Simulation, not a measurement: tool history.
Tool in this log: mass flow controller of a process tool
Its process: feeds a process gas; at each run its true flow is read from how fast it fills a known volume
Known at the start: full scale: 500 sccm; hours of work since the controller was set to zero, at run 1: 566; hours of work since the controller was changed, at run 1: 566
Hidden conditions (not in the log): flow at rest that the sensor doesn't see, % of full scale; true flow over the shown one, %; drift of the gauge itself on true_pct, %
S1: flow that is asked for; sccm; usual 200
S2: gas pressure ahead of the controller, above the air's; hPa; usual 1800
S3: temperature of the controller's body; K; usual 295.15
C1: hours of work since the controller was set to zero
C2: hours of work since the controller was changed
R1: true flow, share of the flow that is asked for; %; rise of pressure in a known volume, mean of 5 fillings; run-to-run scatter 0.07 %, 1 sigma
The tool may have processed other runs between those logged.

run   hour   S1    S2      S3   C1    C2      R1
  1      0  200  1800  295.15  566   566   99.14
  2   74.3  200  1800  295.15  617   617      99
  3  118.6  200  1580  295.15  648   648   99.03
  4    162  200  1580  295.15  678   678   99.08
  5    202  200  1580  295.15  706   706      99
  6  260.1  200  1580  295.15  746   746   99.17
  7    296  200  1580  295.15  771   771   99.06
  8  367.9  200  1580  295.15  821   821   99.06
     373.9  -- controller's zero set anew
  9  417.1  200  1580  295.15   30   855   99.39
 10  451.3  200  1580  295.15   54   879   99.27
 11  489.1  200  1800  301.15   80   905   99.68
 12  523.8  138  1710  305.15  104   929   99.68
 13  581.8  138  1710  305.15  144   969   99.88
 14  657.3  305  2420  305.15  197  1022  100.05
 15  716.2  251  1780  294.15  238  1062    99.5
 16  774.5  200  1800  308.15  278  1103    99.8

Predict each of these 4 candidate next runs independently; none follows another, all start after run 16:
     831.5  -- controller's zero set anew, once more
  A  844.1   52  2640  308.15   9  1151   ?
     831.5  -- controller's zero set anew, once more
  B  844.1  117  1790  308.15   9  1151   ?
     831.5  -- controller's zero set anew, once more
  C  844.1  194  2710  305.15   9  1151   ?
     831.5  -- controller's zero set anew, once more
  D  844.1   59  2160  309.15   9  1151   ?

run     R1
  A  98.87
  B  99.04
  C  99.21
  D  98.84
Stripped of hidden state, with their random variation kept, the same runs would have yielded:
run     R1
  A  98.89
  B  99.09
  C  99.28
  D  98.87

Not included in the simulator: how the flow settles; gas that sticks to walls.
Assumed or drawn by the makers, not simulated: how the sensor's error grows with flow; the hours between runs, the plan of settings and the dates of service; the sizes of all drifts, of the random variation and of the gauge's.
